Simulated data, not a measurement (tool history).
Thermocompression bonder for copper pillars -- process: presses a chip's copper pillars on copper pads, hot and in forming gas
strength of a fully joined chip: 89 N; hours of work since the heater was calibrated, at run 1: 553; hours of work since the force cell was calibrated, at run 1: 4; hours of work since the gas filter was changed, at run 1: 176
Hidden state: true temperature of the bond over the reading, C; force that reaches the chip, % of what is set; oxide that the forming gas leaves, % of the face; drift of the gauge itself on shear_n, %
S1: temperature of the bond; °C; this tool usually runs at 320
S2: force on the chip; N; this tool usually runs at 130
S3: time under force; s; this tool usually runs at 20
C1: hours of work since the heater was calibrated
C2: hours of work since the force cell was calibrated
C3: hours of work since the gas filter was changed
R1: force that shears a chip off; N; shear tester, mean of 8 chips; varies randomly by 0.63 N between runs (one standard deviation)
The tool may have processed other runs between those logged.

{"run": 1, "hour": 0.0, "S1": 320, "S2": 130, "S3": 20, "C1": 553, "C2": 4, "C3": 176, "R1": 38.3}
{"run": 2, "hour": 5.3, "S1": 347, "S2": 130, "S3": 20, "C1": 557, "C2": 7, "C3": 180, "R1": 46.3}
{"run": 3, "hour": 12.1, "S1": 347, "S2": 130, "S3": 20, "C1": 562, "C2": 13, "C3": 185, "R1": 46.8}
{"run": 4, "hour": 20.5, "S1": 347, "S2": 130, "S3": 20, "C1": 568, "C2": 19, "C3": 191, "R1": 46.3}
{"run": 5, "hour": 27.8, "S1": 347, "S2": 130, "S3": 20, "C1": 573, "C2": 24, "C3": 197, "R1": 46.5}
{"run": 6, "hour": 33.7, "S1": 304, "S2": 130, "S3": 20, "C1": 578, "C2": 29, "C3": 201, "R1": 30.7}
{"run": 7, "hour": 41.1, "S1": 304, "S2": 130, "S3": 20, "C1": 583, "C2": 34, "C3": 207, "R1": 31.1}
{"run": 8, "hour": 50.1, "S1": 304, "S2": 130, "S3": 20, "C1": 590, "C2": 41, "C3": 213, "R1": 31.4}
{"run": 9, "hour": 54.7, "S1": 320, "S2": 142, "S3": 32, "C1": 593, "C2": 44, "C3": 217, "R1": 47.0}
{"run": 10, "hour": 62.8, "S1": 320, "S2": 187, "S3": 32, "C1": 599, "C2": 50, "C3": 223, "R1": 60.2}
{"run": 11, "hour": 71.5, "S1": 341, "S2": 93, "S3": 36, "C1": 606, "C2": 57, "C3": 229, "R1": 39.3}
{"run": 12, "hour": 80.5, "S1": 341, "S2": 93, "S3": 36, "C1": 613, "C2": 63, "C3": 236, "R1": 38.0}

Hidden state or all else? Some run-to-run changes of R1, split into what the settings, what came in and random variation would give without the hidden state, and what is left for the hidden state (with any gauge scatter that isn't in both results):
Run 10 -> 11: S1 320 -> 341, S2 187 -> 93, S3 32 -> 36. R1 -20.9 N: hidden state +1.0, all else -21.9.
